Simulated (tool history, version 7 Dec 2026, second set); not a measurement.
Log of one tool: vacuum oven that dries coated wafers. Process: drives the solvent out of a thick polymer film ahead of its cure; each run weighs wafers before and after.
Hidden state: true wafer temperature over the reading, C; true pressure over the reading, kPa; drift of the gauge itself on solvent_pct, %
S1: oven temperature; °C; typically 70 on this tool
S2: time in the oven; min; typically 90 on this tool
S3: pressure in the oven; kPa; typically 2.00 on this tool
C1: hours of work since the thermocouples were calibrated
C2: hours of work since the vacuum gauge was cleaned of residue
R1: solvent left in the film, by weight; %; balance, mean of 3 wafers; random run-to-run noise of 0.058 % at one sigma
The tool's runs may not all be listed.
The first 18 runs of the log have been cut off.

run	hour	S1	S2	S3	C1	C2	R1
# hour 679.0: vacuum gauge cleaned of residue and calibrated, once more
19	687.9	83	90	2.00	225	7	1.18
20	710.7	62	100	2.37	243	25	6.05
21	754.7	81	67	2.37	278	60	1.74
22	787.5	84	74	3.02	305	86	1.81
23	818.2	85	78	1.11	329	111	0.63
24	859.4	70	161	2.00	362	143	2.15
25	914.9	70	122	6.89	406	188	7.16
26	970.2	60	129	2.62	450	232	6.24
27	1025.2	71	129	2.36	494	275	2.49

Run 28 is up next; what results do you expect?
28	1059.2	58	56	2.36	521	302	?

R1: 10.48 %
If the tool had no hidden condition, the same run with the same run-to-run variation would have returned R1 10.48 %.

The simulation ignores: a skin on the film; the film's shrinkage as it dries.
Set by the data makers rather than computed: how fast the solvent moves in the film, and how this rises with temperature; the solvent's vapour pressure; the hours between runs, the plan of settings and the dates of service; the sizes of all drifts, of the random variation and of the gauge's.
